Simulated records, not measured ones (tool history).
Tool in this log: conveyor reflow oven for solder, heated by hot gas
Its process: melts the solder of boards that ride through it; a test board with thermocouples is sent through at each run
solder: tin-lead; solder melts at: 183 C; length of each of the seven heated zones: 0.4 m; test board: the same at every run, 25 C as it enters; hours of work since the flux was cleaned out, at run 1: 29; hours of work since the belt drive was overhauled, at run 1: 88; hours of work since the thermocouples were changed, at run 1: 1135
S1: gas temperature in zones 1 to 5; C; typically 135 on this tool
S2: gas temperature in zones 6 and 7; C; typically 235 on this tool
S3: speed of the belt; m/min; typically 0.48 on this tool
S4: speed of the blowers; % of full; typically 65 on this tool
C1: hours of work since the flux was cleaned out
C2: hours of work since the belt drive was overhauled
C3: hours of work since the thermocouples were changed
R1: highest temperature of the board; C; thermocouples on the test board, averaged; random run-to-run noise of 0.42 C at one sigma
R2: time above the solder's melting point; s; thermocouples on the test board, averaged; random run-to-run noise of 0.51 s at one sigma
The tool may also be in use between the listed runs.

{"run": 1, "hour": 0.0, "S1": 135, "S2": 235, "S3": 0.48, "S4": 65, "C1": 29, "C2": 88, "C3": 1135, "R1": 217.3, "R2": 73.9}
{"run": 2, "hour": 35.5, "S1": 135, "S2": 235, "S3": 0.48, "S4": 65, "C1": 52, "C2": 112, "C3": 1159, "R1": 217, "R2": 73.3}
{"run": 3, "hour": 94.3, "S1": 135, "S2": 230, "S3": 0.48, "S4": 65, "C1": 91, "C2": 150, "C3": 1198, "R1": 212.4, "R2": 68}
{"run": 4, "hour": 151.7, "S1": 135, "S2": 230, "S3": 0.48, "S4": 65, "C1": 129, "C2": 188, "C3": 1235, "R1": 212, "R2": 67.5}
{"run": 5, "hour": 180.1, "S1": 135, "S2": 230, "S3": 0.48, "S4": 65, "C1": 148, "C2": 207, "C3": 1254, "R1": 211.3, "R2": 67.3}
{"hour": 190.4, "done": "flux residue cleaned out of gas plates and filters"}
{"run": 6, "hour": 232.1, "S1": 135, "S2": 230, "S3": 0.48, "S4": 65, "C1": 28, "C2": 238, "C3": 1285, "R1": 210.1, "R2": 67}
{"hour": 253.4, "done": "thermocouples of zones 6 and 7 changed"}
{"run": 7, "hour": 286.5, "S1": 135, "S2": 230, "S3": 0.48, "S4": 65, "C1": 62, "C2": 273, "C3": 22, "R1": 211.3, "R2": 67.6}
{"hour": 296.9, "done": "flux residue cleaned out of gas plates and filters, once more"}
{"run": 8, "hour": 338.0, "S1": 135, "S2": 230, "S3": 0.48, "S4": 65, "C1": 27, "C2": 303, "C3": 53, "R1": 213.1, "R2": 70.7}
{"run": 9, "hour": 401.9, "S1": 135, "S2": 228, "S3": 0.426, "S4": 69, "C1": 69, "C2": 346, "C3": 95, "R1": 215.7, "R2": 84.4}
{"run": 10, "hour": 432.7, "S1": 135, "S2": 242, "S3": 0.447, "S4": 65, "C1": 90, "C2": 366, "C3": 115, "R1": 226.2, "R2": 89}
{"run": 11, "hour": 497.4, "S1": 122, "S2": 240, "S3": 0.447, "S4": 65, "C1": 132, "C2": 409, "C3": 158, "R1": 221.9, "R2": 79.9}
{"run": 12, "hour": 551.8, "S1": 122, "S2": 240, "S3": 0.447, "S4": 65, "C1": 168, "C2": 445, "C3": 194, "R1": 221.1, "R2": 79.1}

Results for each run, recomputed without the tool's hidden state and with each run's random variation untouched:
Unlogged tool condition in this case: heat that the gas passes to the board, % of a clean oven's; belt's true speed, % of the reading; true gas temperature in zones 6 and 7 over the reading, C; drift of the gauge itself on peak_c, C; drift of the gauge itself on liquid_s, %.
run=1 R1=218.7 R2=75.2
run=2 R1=218.6 R2=74.8
run=3 R1=214.2 R2=70.1
run=4 R1=214.1 R2=70
run=5 R1=213.6 R2=70
run=6 R1=213.2 R2=70.8
run=7 R1=213.3 R2=70.2
run=8 R1=213.3 R2=70.6
run=9 R1=216.3 R2=84.6
run=10 R1=227 R2=89
run=11 R1=223 R2=80.6
run=12 R1=222.6 R2=80
